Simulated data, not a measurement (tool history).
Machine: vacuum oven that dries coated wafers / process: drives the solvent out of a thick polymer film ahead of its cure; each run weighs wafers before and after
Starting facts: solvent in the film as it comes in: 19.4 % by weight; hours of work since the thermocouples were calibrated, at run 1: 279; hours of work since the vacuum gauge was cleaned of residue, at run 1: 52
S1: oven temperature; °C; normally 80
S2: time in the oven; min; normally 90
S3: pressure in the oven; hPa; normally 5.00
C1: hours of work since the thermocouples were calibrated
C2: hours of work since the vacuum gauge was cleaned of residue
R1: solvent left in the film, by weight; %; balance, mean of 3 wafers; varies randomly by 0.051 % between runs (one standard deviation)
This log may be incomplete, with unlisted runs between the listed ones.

run     day  S1   S2     S3   C1   C2    R1
  1   0.000  80   90   5.00  279   52  1.07
  2   2.321  80   90   5.00  306   79  1.01
  3   5.008  80   90   5.00  337  110  1.05
  4   7.062  80   90   5.00  361  134  1.02
  5   8.642  80   90   5.00  379  152  1.13
  6  11.371  80   90   5.00  410  183  1.01
  7  12.704  80   90   5.00  426  199  1.06
  8  14.412  89   90   5.00  445  218  0.31
  9  17.288  89   90   5.00  479  252  0.30
 10  20.033  89   90   5.00  510  283  0.41
 11  22.658  80   90   7.32  540  313  1.27
 12  23.904  80   80   5.00  555  328  1.36
 13  25.104  80   80   5.00  569  342  1.47
 14  26.971  80   80   5.00  590  363  1.42
 15  29.554  80   80   5.00  620  393  1.54
 16  31.946  80   61   5.00  647  421  2.38
 17  34.688  82  126   3.19  679  452  0.41
     35.229  -- oven's thermocouples calibrated
 18  37.442  66  126  13.10   25  483  3.70
 19  39.196  66  126  13.10   46  503  3.67
 20  40.962  79   63   4.92   66  523  2.56

Forecast run 21:
 21  43.312  92  105  10.97  93  550   ?

{"run 21": {"R1": 0.58}}
On a tool with no hidden condition, and with the same random variation, this run would have come out at R1 0.49 %.
